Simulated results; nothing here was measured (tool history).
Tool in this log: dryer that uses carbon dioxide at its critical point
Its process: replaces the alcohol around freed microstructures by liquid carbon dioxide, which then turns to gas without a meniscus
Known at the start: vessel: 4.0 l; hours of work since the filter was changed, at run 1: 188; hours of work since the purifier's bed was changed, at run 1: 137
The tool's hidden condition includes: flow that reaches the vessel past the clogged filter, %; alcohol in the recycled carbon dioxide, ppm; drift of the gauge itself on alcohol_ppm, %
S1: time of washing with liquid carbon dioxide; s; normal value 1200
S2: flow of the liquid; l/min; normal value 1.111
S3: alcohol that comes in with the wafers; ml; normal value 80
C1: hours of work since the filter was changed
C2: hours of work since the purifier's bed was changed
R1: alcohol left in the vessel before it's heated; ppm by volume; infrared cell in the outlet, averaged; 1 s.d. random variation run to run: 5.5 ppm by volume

run     day    S1     S2   S3   C1   C2    R1
  1   0.000  1200  1.111   80  188  137   283
  2   0.617  1200  1.111   35  198  147   143
  3   1.046  1020  1.111   80  205  155   525
  4   1.458  1200  1.111   80  212  162   296
  5   2.162  1200  1.111   80  224  174   323
  6   2.842  1200  1.111   80  236  185   323
  7   3.300  1200  1.111   80  244  193   332
  8   3.875  1200  1.111   80  253  203   352
  9   4.212  1200  1.111   80  259  209   344
 10   4.833  1200  1.111  117  270  219   501
 11   5.279  1200  1.111   32  277  227   183
 12   5.617  1200  1.390   32  283  232   106
      5.700  -- inlet filter changed
 13   6.183  1200  1.390   32    8  241    77
 14   6.638  1200  1.390   32   16  249    78
 15   7.121  1200  1.390   32   24  257    79
 16   7.804  1200  1.390   32   36  269    86
 17   8.129  1200  1.111   80   41  274   234
 18   8.475  1200  1.111   80   47  280   240
 19   9.108  1200  1.111   80   58  291   246
 20   9.838  1200  1.111   80   70  303   257
 21  10.296  1200  1.111   80   78  311   258
 22  10.862  1200  1.111   80   88  321   255
 23  11.412  1920  1.111   80   97  330    97
 24  11.792  1200  1.111   80  103  337   276
 25  12.538   900  1.130   61  116  349   551
 26  12.867  1320  1.230   48  122  355   133
 27  13.571  1320  1.230   48  134  367   124
 28  13.900  1320  0.890   24  139  372   214
 29  14.500   840  0.670   24  150  383  1007
 30  15.133   840  0.670   24  160  393  1016
 31  15.858  1200  1.750   59  173  406   103
 32  16.254  1200  1.750   59  179  412   113
 33  16.638   840  1.111   80  186  419  1019
 34  17.117  1080  0.670   80  194  427  2037
 35  17.638  1080  0.670   80  203  436  2000
 36  18.142  1260  0.680   41  211  444   771
 37  18.762   900  1.530   41  222  455   221
 38  19.417  1500  0.800   80  233  466   533
 39  19.829  1440  1.840   80  240  473   111
 40  20.354  1440  1.840   80  249  482   125
 41  20.725   900  1.850   55  255  488   188
 42  21.221  1080  0.880   47  264  497   696
 43  21.650  1080  1.120   47  271  504   381
 44  22.104  1320  1.730   54  279  512   131
     22.433  -- inlet filter changed
 45  22.617  1320  1.111   80    3  520   220
 46  23.275  1320  1.111   80   14  531   222
 47  23.583  1380  1.450   68   20  536   142
 48  23.950  1380  1.380   53   26  542   139

What if the next run were any one of these 3? Each begins from the tool's condition after run 48:
  A  24.683  1200  0.680  34  38  555   ?
  B  24.683   840  0.920  80  38  555   ?
  C  24.683  1200  1.250  49  38  555   ?

run    R1
  A   608
  B  1398
  C   189
Had the tool no hidden state, the same runs would have come out as:
run    R1
  A   451
  B  1195
  C    59
